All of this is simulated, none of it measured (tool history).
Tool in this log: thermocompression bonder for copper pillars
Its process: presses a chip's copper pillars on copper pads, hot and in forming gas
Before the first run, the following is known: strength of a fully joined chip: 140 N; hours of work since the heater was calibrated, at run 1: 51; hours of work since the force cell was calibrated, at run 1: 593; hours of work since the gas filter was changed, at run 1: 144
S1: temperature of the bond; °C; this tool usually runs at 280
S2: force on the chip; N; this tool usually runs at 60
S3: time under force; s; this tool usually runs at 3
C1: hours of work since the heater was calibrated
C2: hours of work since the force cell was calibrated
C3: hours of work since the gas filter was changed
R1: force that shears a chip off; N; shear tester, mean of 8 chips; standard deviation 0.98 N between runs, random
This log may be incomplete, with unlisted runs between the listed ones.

Run 1, hour 0.0: usual settings; C1 51; C2 593; C3 144. Result: R1 88.5 N.
Run 2, hour 31.1: usual settings; C1 75; C2 617; C3 167. Result: R1 86.6 N.
Run 3, hour 66.3: usual settings but S3 7 s; C1 102; C2 643; C3 194. Result: R1 108.1 N.
Run 4, hour 84.5: usual settings but S2 38 N; C1 116; C2 657; C3 208. Result: R1 58.9 N.
Run 5, hour 116.3: usual settings but S2 38 N; C1 140; C2 682; C3 232. Result: R1 57.5 N.
Run 6, hour 150.1: usual settings but S2 38 N; C1 166; C2 707; C3 258. Result: R1 58.8 N.
Run 7, hour 184.0: usual settings but S2 62 N; C1 192; C2 733; C3 284. Result: R1 86.7 N.
Run 8, hour 222.6: usual settings but S2 62 N; C1 221; C2 763; C3 313. Result: R1 85.8 N.
Run 9, hour 240.1: usual settings but S2 62 N; C1 234; C2 776; C3 327. Result: R1 84.8 N.
Run 10, hour 270.8: usual settings but S1 277 °C; C1 258; C2 799; C3 350. Result: R1 82.1 N.
Run 11, hour 306.4: usual settings but S1 277 °C; C1 285; C2 827; C3 377. Result: R1 79.1 N.
Run 12, hour 333.4: usual settings but S1 277 °C; C1 305; C2 847; C3 398. Result: R1 78.7 N.
At hour 338.7: force cell calibrated.
Run 13, hour 365.6: usual settings but S1 277 °C; C1 329; C2 20; C3 421. Result: R1 80.3 N.
Run 14, hour 394.5: usual settings but S1 289 °C, S2 56 N; C1 351; C2 43; C3 443. Result: R1 86.6 N.
At hour 406.3: forming gas filter changed.
Run 15, hour 419.0: usual settings but S1 297 °C; C1 369; C2 61; C3 10. Result: R1 103.4 N.
Run 16, hour 447.5: usual settings but S1 288 °C, S2 55 N; C1 391; C2 83; C3 31. Result: R1 89.1 N.
At hour 474.6: force cell calibrated, once more.
Run 17, hour 483.0: usual settings but S1 293 °C, S2 86 N, S3 2 s; C1 417; C2 6; C3 57. Result: R1 108.2 N.
Run 18, hour 514.1: usual settings but S1 293 °C, S2 86 N, S3 2 s; C1 441; C2 30; C3 81. Result: R1 106.4 N.
Run 19, hour 540.4: usual settings but S2 41 N; C1 461; C2 50; C3 101. Result: R1 59.8 N.

Run 20 comes next. What will it give?
Run 20, hour 578.5: usual settings but S1 293 °C; C1 490; C2 79; C3 130. Result: R1 ?.

R1: 94.5 N
If the tool had no hidden condition, the same run with the same run-to-run variation would have returned R1 100.3 N.
